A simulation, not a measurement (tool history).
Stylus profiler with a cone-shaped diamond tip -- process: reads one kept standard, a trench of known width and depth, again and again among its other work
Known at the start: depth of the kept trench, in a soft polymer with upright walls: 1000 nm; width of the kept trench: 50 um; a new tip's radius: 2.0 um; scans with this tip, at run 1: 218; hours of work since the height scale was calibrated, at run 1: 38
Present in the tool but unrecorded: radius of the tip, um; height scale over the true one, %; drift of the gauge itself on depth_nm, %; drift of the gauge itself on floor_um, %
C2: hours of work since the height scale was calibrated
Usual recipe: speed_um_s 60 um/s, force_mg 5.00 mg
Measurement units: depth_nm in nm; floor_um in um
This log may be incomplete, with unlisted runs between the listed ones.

Run 1, hour 0.0: usual settings; scans with this tip 218; C2 38. Result: depth_nm 1017.32 nm, floor_um 46.31 um.
Run 2, hour 21.6: usual settings; scans with this tip 281; C2 49. Result: depth_nm 1017.08 nm, floor_um 46.30 um.
Run 3, hour 65.1: usual settings; scans with this tip 408; C2 70. Result: depth_nm 1017.02 nm, floor_um 46.26 um.
Run 4, hour 91.6: usual settings but speed_um_s 78 um/s; scans with this tip 485; C2 84. Result: depth_nm 1016.78 nm, floor_um 46.16 um.
Run 5, hour 130.9: usual settings; scans with this tip 599; C2 103. Result: depth_nm 1016.90 nm, floor_um 46.32 um.
Run 6, hour 174.2: usual settings; scans with this tip 725; C2 125. Result: depth_nm 1017.26 nm, floor_um 46.28 um.
Run 7, hour 197.6: usual settings but force_mg 5.58 mg; scans with this tip 793; C2 137. Result: depth_nm 1018.06 nm, floor_um 46.31 um.
Run 8, hour 236.6: usual settings but force_mg 5.58 mg; scans with this tip 906; C2 156. Result: depth_nm 1018.18 nm, floor_um 46.30 um.
Run 9, hour 271.0: usual settings but speed_um_s 99 um/s, force_mg 5.58 mg; scans with this tip 1006; C2 174. Result: depth_nm 1018.36 nm, floor_um 46.13 um.
Run 10, hour 299.2: usual settings; scans with this tip 1088; C2 188. Result: depth_nm 1016.71 nm, floor_um 46.31 um.
Run 11, hour 323.2: usual settings but force_mg 10.44 mg; scans with this tip 1158; C2 200. Result: depth_nm 1027.82 nm, floor_um 46.37 um.
Run 12, hour 350.0: usual settings but force_mg 10.44 mg; scans with this tip 1235; C2 213. Result: depth_nm 1027.81 nm, floor_um 46.34 um.
Run 13, hour 369.4: usual settings but speed_um_s 184 um/s; scans with this tip 1292; C2 223. Result: depth_nm 1017.31 nm, floor_um 45.75 um.
Run 14, hour 405.7: usual settings; scans with this tip 1397; C2 241. Result: depth_nm 1016.77 nm, floor_um 46.30 um.
Run 15, hour 432.0: usual settings; scans with this tip 1474; C2 254. Result: depth_nm 1017.01 nm, floor_um 46.20 um.
Run 16, hour 475.1: usual settings but speed_um_s 146 um/s; scans with this tip 1599; C2 276. Result: depth_nm 1017.02 nm, floor_um 45.79 um.
Run 17, hour 505.8: usual settings but speed_um_s 146 um/s; scans with this tip 1688; C2 291. Result: depth_nm 1017.33 nm, floor_um 45.89 um.
Run 18, hour 525.8: usual settings but speed_um_s 23 um/s, force_mg 2.90 mg; scans with this tip 1746; C2 301. Result: depth_nm 1011.67 nm, floor_um 46.43 um.
Run 19, hour 546.3: usual settings but speed_um_s 16 um/s, force_mg 3.04 mg; scans with this tip 1806; C2 312. Result: depth_nm 1012.14 nm, floor_um 46.45 um.
Run 20, hour 575.9: usual settings but speed_um_s 53 um/s, force_mg 1.92 mg; scans with this tip 1892; C2 327. Result: depth_nm 1008.93 nm, floor_um 46.16 um.
Run 21, hour 599.9: usual settings but speed_um_s 180 um/s, force_mg 9.51 mg; scans with this tip 1962; C2 339. Result: depth_nm 1026.30 nm, floor_um 45.92 um.
Run 22, hour 629.1: usual settings but speed_um_s 203 um/s, force_mg 6.16 mg; scans with this tip 2046; C2 353. Result: depth_nm 1019.70 nm, floor_um 45.78 um.
Run 23, hour 662.7: usual settings but speed_um_s 203 um/s, force_mg 4.30 mg; scans with this tip 2144; C2 370. Result: depth_nm 1015.57 nm, floor_um 45.54 um.
Run 24, hour 686.0: usual settings but speed_um_s 88 um/s, force_mg 2.75 mg; scans with this tip 2212; C2 382. Result: depth_nm 1011.55 nm, floor_um 45.97 um.
Run 25, hour 732.9: usual settings but speed_um_s 161 um/s, force_mg 6.16 mg; scans with this tip 2348; C2 405. Result: depth_nm 1019.56 nm, floor_um 45.87 um.
Run 26, hour 765.0: usual settings but speed_um_s 145 um/s, force_mg 5.76 mg; scans with this tip 2441; C2 421. Result: depth_nm 1018.64 nm, floor_um 45.98 um.
Run 27, hour 803.3: usual settings but speed_um_s 139 um/s, force_mg 4.27 mg; scans with this tip 2553; C2 441. Result: depth_nm 1015.30 nm, floor_um 45.87 um.
Run 28, hour 835.1: usual settings but speed_um_s 139 um/s, force_mg 4.27 mg; scans with this tip 2645; C2 457. Result: depth_nm 1015.36 nm, floor_um 45.88 um.
Run 29, hour 871.6: usual settings but speed_um_s 50 um/s, force_mg 8.52 mg; scans with this tip 2751; C2 475. Result: depth_nm 1024.24 nm, floor_um 46.35 um.
Run 30, hour 892.7: usual settings but speed_um_s 86 um/s, force_mg 5.31 mg; scans with this tip 2812; C2 485. Result: depth_nm 1017.91 nm, floor_um 46.16 um.
Run 31, hour 938.7: usual settings but speed_um_s 86 um/s, force_mg 5.31 mg; scans with this tip 2946; C2 509. Result: depth_nm 1017.63 nm, floor_um 46.18 um.
Run 32, hour 971.9: usual settings but speed_um_s 86 um/s, force_mg 5.31 mg; scans with this tip 3043; C2 525. Result: depth_nm 1017.71 nm, floor_um 46.15 um.
Run 33, hour 999.4: usual settings but speed_um_s 184 um/s; scans with this tip 3122; C2 539. Result: depth_nm 1016.65 nm, floor_um 45.70 um.
Run 34, hour 1037.4: usual settings but speed_um_s 179 um/s, force_mg 2.51 mg; scans with this tip 3233; C2 558. Result: depth_nm 1010.87 nm, floor_um 45.40 um.

Each row is a separate what-if for the run after 34, all from the same tool condition, not one after another. Results?
Run A, hour 1073.3: usual settings but force_mg 2.75 mg; scans with this tip 3337; C2 576. Result: depth_nm ?, floor_um ?.
Run B, hour 1073.3: usual settings but speed_um_s 122 um/s, force_mg 6.90 mg; scans with this tip 3337; C2 576. Result: depth_nm ?, floor_um ?.
Run C, hour 1073.3: usual settings but speed_um_s 19 um/s, force_mg 10.06 mg; scans with this tip 3337; C2 576. Result: depth_nm ?, floor_um ?.
Run D, hour 1073.3: usual settings but speed_um_s 53 um/s, force_mg 2.99 mg; scans with this tip 3337; C2 576. Result: depth_nm ?, floor_um ?.
Run E, hour 1073.3: usual settings but speed_um_s 21 um/s, force_mg 9.30 mg; scans with this tip 3337; C2 576. Result: depth_nm ?, floor_um ?.

run  depth_nm  floor_um
  A   1011.32     46.16
  B   1021.15     46.08
  C   1027.35     46.49
  D   1012.18     46.21
  E   1025.97     46.45
Without the tool's hidden state the same runs would have given:
run  depth_nm  floor_um
  A   1011.34     46.17
  B   1021.17     46.09
  C   1027.37     46.50
  D   1012.19     46.22
  E   1025.99     46.46

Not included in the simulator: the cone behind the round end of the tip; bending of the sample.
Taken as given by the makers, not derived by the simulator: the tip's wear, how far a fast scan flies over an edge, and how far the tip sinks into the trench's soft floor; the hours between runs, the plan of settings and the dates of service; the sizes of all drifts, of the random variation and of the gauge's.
